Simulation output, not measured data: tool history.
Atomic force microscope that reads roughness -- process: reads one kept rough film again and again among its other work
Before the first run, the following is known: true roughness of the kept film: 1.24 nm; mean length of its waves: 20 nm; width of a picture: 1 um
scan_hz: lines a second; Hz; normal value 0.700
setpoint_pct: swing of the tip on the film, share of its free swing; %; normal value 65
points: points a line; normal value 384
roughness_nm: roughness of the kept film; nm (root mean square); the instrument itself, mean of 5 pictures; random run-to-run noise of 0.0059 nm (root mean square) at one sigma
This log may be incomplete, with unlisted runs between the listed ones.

Run 1, hour 0.0: usual settings. Result: roughness_nm 0.880 nm (root mean square).
Run 2, hour 15.1: usual settings but scan_hz 2.754 Hz. Result: roughness_nm 0.795 nm (root mean square).
At hour 17.4: new tip fitted.
Run 3, hour 25.6: usual settings but scan_hz 2.754 Hz. Result: roughness_nm 1.012 nm (root mean square).
Run 4, hour 32.4: usual settings. Result: roughness_nm 1.014 nm (root mean square).
Run 5, hour 46.8: usual settings. Result: roughness_nm 0.941 nm (root mean square).
Run 6, hour 59.7: usual settings. Result: roughness_nm 0.900 nm (root mean square).
Run 7, hour 69.1: usual settings but points 264. Result: roughness_nm 0.860 nm (root mean square).
Run 8, hour 77.7: usual settings but scan_hz 1.535 Hz. Result: roughness_nm 0.829 nm (root mean square).
At hour 89.3: new tip fitted.
Run 9, hour 90.5: usual settings but scan_hz 1.535 Hz. Result: roughness_nm 1.050 nm (root mean square).
Run 10, hour 102.5: usual settings but scan_hz 1.535 Hz, points 310. Result: roughness_nm 0.997 nm (root mean square).
Run 11, hour 111.8: usual settings but scan_hz 1.535 Hz, points 310. Result: roughness_nm 0.965 nm (root mean square).
Run 12, hour 119.4: usual settings but scan_hz 2.068 Hz, setpoint_pct 70 %, points 824. Result: roughness_nm 0.946 nm (root mean square).

For run 13, what comes out?
Run 13, hour 128.7: usual settings but scan_hz 0.524 Hz, setpoint_pct 83 %, points 1000. Result: roughness_nm ?.

roughness_nm: 0.927 nm (root mean square)
Take away the tool's hidden state, keep the run-to-run variation as it was, and the same run would have given roughness_nm 1.078 nm (root mean square).

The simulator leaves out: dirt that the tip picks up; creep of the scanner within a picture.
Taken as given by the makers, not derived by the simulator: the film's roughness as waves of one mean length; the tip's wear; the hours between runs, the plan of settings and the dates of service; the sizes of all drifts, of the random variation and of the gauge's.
